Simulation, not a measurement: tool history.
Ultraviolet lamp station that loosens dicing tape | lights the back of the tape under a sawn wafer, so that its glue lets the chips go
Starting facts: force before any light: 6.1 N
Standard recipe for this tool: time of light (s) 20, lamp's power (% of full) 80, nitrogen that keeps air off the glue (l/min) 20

run	hour	time of light (s)	lamp's power (% of full)	nitrogen that keeps air off the glue (l/min)	force that peels the tape off (N)	light that reached the tape (mJ/cm²)
1	0	20	80	20	0.241	444
2	18.4	20	80	20	0.25	439
3	32.2	20	80	20	0.27	440
4	40.6	20	62	20	0.463	334
5	60	20	62	20	0.478	334
6	73.9	20	62	20	0.481	332
7	91.5	20	62	20	0.486	329
8	110.1	20	62	20	0.489	325
9	126.6	20	62	20	0.488	319
10	145.6	20	80	26	0.24	415
11	155.6	20	80	26	0.24	413
12	163.6	20	80	26	0.262	405
13	178.3	12	81	13	1.132	249
14	195.6	15	93	16	0.464	361

The log once held 2 entries between its listed runs, left out of this copy. Where does each go, and what is different about the tool's unlogged condition between the listed run before it and the listed run after it?
Logged between run 10 and run 11: window cleaned of glue's vapour (hour 147)
  lamp's light, % of a new lamp's: 92.8 -> 92.5; light that the window lets through, % of a clean one's: 96.6 -> 95.9
  measured result minus the result with no hidden state, force that peels the tape off (N): +0.051 -> +0.055; light that reached the tape (mJ/cm²): -47 -> -52
Logged between run 13 and run 14: window cleaned of glue's vapour, once more (hour 192.6)
  lamp's light, % of a new lamp's: 91.6 -> 91.1; light that the window lets through, % of a clean one's: 95.6 -> 99.6
  measured result minus the result with no hidden state, force that peels the tape off (N): +0.227 -> +0.092; light that reached the tape (mJ/cm²): -35 -> -37

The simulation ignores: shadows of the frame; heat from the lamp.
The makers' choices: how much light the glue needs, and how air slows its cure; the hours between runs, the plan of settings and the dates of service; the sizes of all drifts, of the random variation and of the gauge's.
